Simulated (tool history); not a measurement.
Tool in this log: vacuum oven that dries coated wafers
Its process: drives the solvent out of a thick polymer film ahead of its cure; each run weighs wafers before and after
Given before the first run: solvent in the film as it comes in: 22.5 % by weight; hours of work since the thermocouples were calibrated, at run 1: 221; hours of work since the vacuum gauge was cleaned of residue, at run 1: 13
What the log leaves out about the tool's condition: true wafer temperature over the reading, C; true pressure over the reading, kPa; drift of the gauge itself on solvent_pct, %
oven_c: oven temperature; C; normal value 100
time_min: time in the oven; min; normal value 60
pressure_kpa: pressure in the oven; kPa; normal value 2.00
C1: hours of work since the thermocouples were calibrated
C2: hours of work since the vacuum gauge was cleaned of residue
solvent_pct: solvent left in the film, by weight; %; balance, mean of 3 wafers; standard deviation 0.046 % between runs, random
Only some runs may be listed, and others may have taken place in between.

Run 1, hour 0.0: usual settings; C1 221; C2 13. Result: solvent_pct 3.53 %.
Run 2, hour 10.4: usual settings; C1 226; C2 18. Result: solvent_pct 3.51 %.
Run 3, hour 22.6: usual settings; C1 232; C2 24. Result: solvent_pct 3.52 %.
Run 4, hour 31.5: usual settings; C1 236; C2 28. Result: solvent_pct 3.64 %.
Run 5, hour 38.3: usual settings; C1 239; C2 31. Result: solvent_pct 3.44 %.
Run 6, hour 48.1: usual settings; C1 243; C2 35. Result: solvent_pct 3.49 %.
Run 7, hour 56.0: usual settings; C1 247; C2 39. Result: solvent_pct 3.57 %.
Run 8, hour 65.2: usual settings but oven_c 103 C; C1 251; C2 43. Result: solvent_pct 2.54 %.
Run 9, hour 79.1: usual settings but oven_c 98 C; C1 257; C2 49. Result: solvent_pct 4.20 %.
Run 10, hour 86.2: usual settings; C1 261; C2 52. Result: solvent_pct 3.50 %.
Run 11, hour 100.5: usual settings; C1 267; C2 59. Result: solvent_pct 3.58 %.
Run 12, hour 110.4: usual settings but oven_c 108 C; C1 271; C2 63. Result: solvent_pct 1.36 %.
Run 13, hour 123.7: usual settings but oven_c 108 C; C1 278; C2 69. Result: solvent_pct 1.34 %.
Run 14, hour 138.2: usual settings; C1 284; C2 76. Result: solvent_pct 3.50 %.
Run 15, hour 145.2: usual settings; C1 287; C2 79. Result: solvent_pct 3.47 %.
Run 16, hour 156.8: usual settings; C1 293; C2 84. Result: solvent_pct 3.44 %.
Run 17, hour 162.9: usual settings; C1 295; C2 87. Result: solvent_pct 3.48 %.
Run 18, hour 177.5: usual settings but time_min 32 min; C1 302; C2 94. Result: solvent_pct 7.19 %.
Run 19, hour 189.0: usual settings but time_min 32 min; C1 307; C2 99. Result: solvent_pct 7.13 %.
Run 20, hour 197.9: usual settings but time_min 32 min; C1 311; C2 103. Result: solvent_pct 7.23 %.
Run 21, hour 212.1: usual settings; C1 318; C2 110. Result: solvent_pct 3.48 %.
Run 22, hour 219.6: usual settings; C1 321; C2 113. Result: solvent_pct 3.47 %.
Run 23, hour 229.4: usual settings but oven_c 91 C; C1 326; C2 117. Result: solvent_pct 7.53 %.
Run 24, hour 240.5: usual settings but oven_c 95 C, pressure_kpa 3.60 kPa; C1 331; C2 122. Result: solvent_pct 6.23 %.
Run 25, hour 246.5: usual settings but pressure_kpa 1.87 kPa; C1 333; C2 125. Result: solvent_pct 3.42 %.
Run 26, hour 261.0: usual settings but pressure_kpa 1.87 kPa; C1 340; C2 132. Result: solvent_pct 3.42 %.
Run 27, hour 271.5: usual settings but pressure_kpa 1.87 kPa; C1 345; C2 137. Result: solvent_pct 3.38 %.
Run 28, hour 284.6: usual settings but pressure_kpa 1.87 kPa; C1 351; C2 143. Result: solvent_pct 3.34 %.
Run 29, hour 292.9: usual settings but pressure_kpa 1.87 kPa; C1 354; C2 146. Result: solvent_pct 3.39 %.
Run 30, hour 306.0: usual settings but oven_c 96 C, time_min 35 min, pressure_kpa 7.72 kPa; C1 360; C2 152. Result: solvent_pct 10.28 %.
Run 31, hour 312.4: usual settings but oven_c 104 C, time_min 35 min, pressure_kpa 7.72 kPa; C1 363; C2 155. Result: solvent_pct 6.63 %.
Run 32, hour 324.3: usual settings but oven_c 109 C, time_min 39 min, pressure_kpa 2.20 kPa; C1 369; C2 161. Result: solvent_pct 2.48 %.
At hour 326.9: oven's thermocouples calibrated.
Run 33, hour 338.0: usual settings but oven_c 97 C, time_min 48 min, pressure_kpa 1.90 kPa; C1 5; C2 166. Result: solvent_pct 5.66 %.
Run 34, hour 350.4: usual settings but oven_c 97 C, time_min 48 min, pressure_kpa 1.90 kPa; C1 11; C2 171. Result: solvent_pct 5.79 %.
Run 35, hour 360.8: usual settings but oven_c 106 C, time_min 48 min, pressure_kpa 3.48 kPa; C1 15; C2 176. Result: solvent_pct 2.83 %.
Run 36, hour 373.2: usual settings but oven_c 108 C, time_min 56 min, pressure_kpa 2.57 kPa; C1 21; C2 182. Result: solvent_pct 1.57 %.
At hour 383.8: oven's thermocouples calibrated, once more.
Run 37, hour 388.7: usual settings but oven_c 93 C, time_min 56 min, pressure_kpa 2.07 kPa; C1 2; C2 188. Result: solvent_pct 7.20 %.
Run 38, hour 403.0: usual settings but time_min 33 min, pressure_kpa 1.96 kPa; C1 9; C2 194. Result: solvent_pct 7.33 %.
Run 39, hour 417.8: usual settings but time_min 33 min, pressure_kpa 1.96 kPa; C1 15; C2 201. Result: solvent_pct 7.37 %.
Run 40, hour 429.0: usual settings but time_min 69 min, pressure_kpa 5.42 kPa; C1 21; C2 206. Result: solvent_pct 4.51 %.
Run 41, hour 443.1: usual settings but time_min 37 min, pressure_kpa 5.42 kPa; C1 27; C2 213. Result: solvent_pct 7.73 %.
Run 42, hour 456.9: usual settings but time_min 40 min; C1 33; C2 219. Result: solvent_pct 6.15 %.
Run 43, hour 463.4: usual settings but oven_c 106 C, time_min 89 min, pressure_kpa 1.50 kPa; C1 36; C2 222. Result: solvent_pct 0.89 %.
Run 44, hour 471.2: usual settings but oven_c 106 C, time_min 89 min, pressure_kpa 1.50 kPa; C1 40; C2 225. Result: solvent_pct 0.85 %.
Run 45, hour 483.6: usual settings but oven_c 106 C, time_min 43 min, pressure_kpa 3.29 kPa; C1 45; C2 231. Result: solvent_pct 3.60 %.
Run 46, hour 495.7: usual settings but oven_c 98 C, time_min 43 min, pressure_kpa 3.29 kPa; C1 51; C2 237. Result: solvent_pct 7.08 %.

4 ways to go on from here, each from the tool as it stands after run 46. What would each give?
Run A, hour 501.8: usual settings but time_min 81 min; C1 54; C2 239. Result: solvent_pct ?.
Run B, hour 501.8: usual settings but oven_c 105 C, time_min 73 min, pressure_kpa 3.22 kPa; C1 54; C2 239. Result: solvent_pct ?.
Run C, hour 501.8: usual settings but oven_c 98 C, time_min 69 min, pressure_kpa 3.29 kPa; C1 54; C2 239. Result: solvent_pct ?.
Run D, hour 501.8: usual settings but oven_c 103 C, time_min 43 min, pressure_kpa 2.61 kPa; C1 54; C2 239. Result: solvent_pct ?.

run  solvent_pct
  A         2.40
  B         2.01
  C         4.31
  D         4.48
Had the tool no hidden state, the same runs would have come out as:
run  solvent_pct
  A         2.44
  B         2.03
  C         4.36
  D         4.53
